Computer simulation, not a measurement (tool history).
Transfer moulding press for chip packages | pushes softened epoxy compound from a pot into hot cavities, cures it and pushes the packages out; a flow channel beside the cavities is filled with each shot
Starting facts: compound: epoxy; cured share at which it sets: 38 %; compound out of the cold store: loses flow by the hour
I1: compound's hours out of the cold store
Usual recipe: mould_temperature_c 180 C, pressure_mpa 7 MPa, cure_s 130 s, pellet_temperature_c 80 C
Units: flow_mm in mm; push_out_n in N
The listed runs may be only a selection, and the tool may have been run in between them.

Run 1, hour 0: usual settings; I1 9.5. Result: flow_mm 648 mm, push_out_n 574 N.
Run 2, hour 12.7: usual settings but pressure_mpa 5.47 MPa; I1 16.7. Result: flow_mm 552 mm, push_out_n 585 N.
Run 3, hour 22.3: usual settings but pressure_mpa 5.47 MPa; I1 39.2. Result: flow_mm 487 mm, push_out_n 592 N.
At hour 29.7: cavities cleaned with cleaning compound and waxed.
Run 4, hour 33.3: usual settings but pressure_mpa 5.47 MPa; I1 20.5. Result: flow_mm 538 mm, push_out_n 412 N.
Run 5, hour 44.4: usual settings but pressure_mpa 5.47 MPa; I1 33.6. Result: flow_mm 500 mm, push_out_n 469 N.
Run 6, hour 53: usual settings but pressure_mpa 5.47 MPa; I1 40.1. Result: flow_mm 483 mm, push_out_n 477 N.
Run 7, hour 60.5: usual settings but pressure_mpa 5.47 MPa; I1 35.6. Result: flow_mm 493 mm, push_out_n 500 N.
Run 8, hour 68.7: usual settings but pressure_mpa 5.47 MPa; I1 28.4. Result: flow_mm 513 mm, push_out_n 515 N.
Run 9, hour 78: usual settings but pressure_mpa 6.45 MPa; I1 21. Result: flow_mm 581 mm, push_out_n 537 N.
Run 10, hour 88.3: usual settings but cure_s 153 s; I1 11.5. Result: flow_mm 640 mm, push_out_n 487 N.
Run 11, hour 102.1: usual settings but cure_s 153 s; I1 46.7. Result: flow_mm 528 mm, push_out_n 559 N.
Run 12, hour 116.3: usual settings but cure_s 153 s; I1 22.9. Result: flow_mm 600 mm, push_out_n 575 N.
At hour 122.2: cavities cleaned with cleaning compound and waxed.
Run 13, hour 129.1: usual settings but mould_temperature_c 176 C; I1 37.7. Result: flow_mm 561 mm, push_out_n 488 N.
Run 14, hour 143.2: usual settings; I1 45.6. Result: flow_mm 527 mm, push_out_n 457 N.
Run 15, hour 156.2: usual settings; I1 30.1. Result: flow_mm 574 mm, push_out_n 528 N.
Run 16, hour 163.6: usual settings but pressure_mpa 8.17 MPa; I1 47.2. Result: flow_mm 565 mm, push_out_n 532 N.
Run 17, hour 174.6: usual settings but pressure_mpa 8.17 MPa; I1 43.1. Result: flow_mm 575 mm, push_out_n 526 N.
Run 18, hour 181.3: usual settings but pressure_mpa 8.27 MPa, cure_s 125 s, pellet_temperature_c 74 C; I1 21.1. Result: flow_mm 651 mm, push_out_n 581 N.
Run 19, hour 192.3: usual settings but mould_temperature_c 184 C, pressure_mpa 7.99 MPa, pellet_temperature_c 81 C; I1 37.3. Result: flow_mm 576 mm, push_out_n 537 N.
Run 20, hour 198.1: usual settings but mould_temperature_c 177 C, pressure_mpa 7.5 MPa, cure_s 162 s; I1 31. Result: flow_mm 596 mm, push_out_n 550 N.
Run 21, hour 204: usual settings but mould_temperature_c 175 C, pressure_mpa 8.17 MPa, pellet_temperature_c 77 C; I1 21.6. Result: flow_mm 662 mm, push_out_n 729 N.
At hour 214.5: cavities cleaned with cleaning compound and waxed.
Run 22, hour 214.5: usual settings but mould_temperature_c 175 C, pressure_mpa 8.17 MPa, pellet_temperature_c 77 C; I1 28.9. Result: flow_mm 638 mm, push_out_n 486 N.
Run 23, hour 227.7: usual settings but mould_temperature_c 175 C, pressure_mpa 8.17 MPa, pellet_temperature_c 77 C; I1 32.4. Result: flow_mm 626 mm, push_out_n 548 N.
Run 24, hour 239.1: usual settings but mould_temperature_c 175 C, pressure_mpa 8.17 MPa, pellet_temperature_c 77 C; I1 36.5. Result: flow_mm 612 mm, push_out_n 547 N.
Run 25, hour 245.1: usual settings but mould_temperature_c 175 C, pressure_mpa 8.17 MPa, pellet_temperature_c 77 C; I1 34.6. Result: flow_mm 615 mm, push_out_n 590 N.

Run 26, settings as shown, results not yet in. Your forecast:
Run 26, hour 252.1: usual settings but mould_temperature_c 185 C, pressure_mpa 6.24 MPa, cure_s 120 s, pellet_temperature_c 78 C; I1 32.8. Result: flow_mm ?, push_out_n ?.

{"run 26": {"flow_mm": 521, "push_out_n": 504}}
If the tool had no hidden condition, the same run with the same run-to-run variation would have returned flow_mm 542 mm, push_out_n 390 N.
